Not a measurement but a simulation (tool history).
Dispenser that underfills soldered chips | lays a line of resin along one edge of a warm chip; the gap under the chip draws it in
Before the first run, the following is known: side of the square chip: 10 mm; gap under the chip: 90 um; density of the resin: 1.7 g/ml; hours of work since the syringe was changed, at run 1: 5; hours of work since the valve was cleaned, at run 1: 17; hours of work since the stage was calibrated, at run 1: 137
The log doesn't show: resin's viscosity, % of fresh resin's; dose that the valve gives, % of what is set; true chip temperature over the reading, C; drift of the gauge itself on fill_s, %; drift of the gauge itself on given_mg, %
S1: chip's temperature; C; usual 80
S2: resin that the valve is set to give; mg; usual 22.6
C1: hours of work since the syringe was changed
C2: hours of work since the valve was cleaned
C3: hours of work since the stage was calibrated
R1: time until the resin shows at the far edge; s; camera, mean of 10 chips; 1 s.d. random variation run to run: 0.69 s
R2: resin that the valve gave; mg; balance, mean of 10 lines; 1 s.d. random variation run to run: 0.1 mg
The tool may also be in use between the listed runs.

run 1 day=0.000 | S1=80 S2=22.6 | C1=5 C2=17 C3=137 | R1=79.1 R2=22.43
run 2 day=0.267 | S1=80 S2=22.6 | C1=10 C2=21 C3=141 | R1=94.4 R2=22.19
-- day=0.425 new syringe of resin
run 3 day=0.558 | S1=80 S2=22.6 | C1=2 C2=26 C3=145 | R1=70.0 R2=22.34
run 4 day=0.792 | S1=80 S2=22.6 | C1=6 C2=29 C3=149 | R1=83.0 R2=22.22
run 5 day=1.054 | S1=80 S2=22.6 | C1=10 C2=33 C3=153 | R1=98.2 R2=22.38
-- day=1.204 new syringe of resin
run 6 day=1.283 | S1=80 S2=22.6 | C1=1 C2=36 C3=156 | R1=67.8 R2=21.94
run 7 day=1.567 | S1=77 S2=22.6 | C1=6 C2=41 C3=161 | R1=91.7 R2=22.23
run 8 day=1.754 | S1=67 S2=22.6 | C1=8 C2=44 C3=164 | R1=163.0 R2=22.12
-- day=1.983 new syringe of resin
run 9 day=2.017 | S1=67 S2=22.6 | C1=1 C2=48 C3=168 | R1=115.2 R2=22.13
run 10 day=2.325 | S1=67 S2=22.6 | C1=5 C2=52 C3=172 | R1=145.5 R2=22.15
run 11 day=2.608 | S1=80 S2=22.1 | C1=10 C2=57 C3=177 | R1=97.7 R2=21.58
-- day=2.754 new syringe of resin
run 12 day=2.912 | S1=80 S2=22.1 | C1=2 C2=61 C3=181 | R1=74.2 R2=21.28
run 13 day=3.175 | S1=80 S2=22.1 | C1=7 C2=65 C3=185 | R1=87.7 R2=21.55
run 14 day=3.346 | S1=80 S2=22.6 | C1=9 C2=68 C3=188 | R1=96.0 R2=21.75
-- day=3.533 new syringe of resin
run 15 day=3.629 | S1=80 S2=22.6 | C1=1 C2=72 C3=192 | R1=68.9 R2=21.78
run 16 day=3.892 | S1=80 S2=22.6 | C1=6 C2=76 C3=196 | R1=81.3 R2=21.72
run 17 day=4.088 | S1=80 S2=22.6 | C1=9 C2=79 C3=199 | R1=93.2 R2=21.68

The next listed run, before its measurement:
run 18 day=4.217 | S1=80 S2=22.6 | C1=11 C2=81 C3=201 | R1=? R2=?

R1: 99.6 s
R2: 21.70 mg
With no hidden state in the tool, this same run would have given R1 62.1 s, R2 22.54 mg.
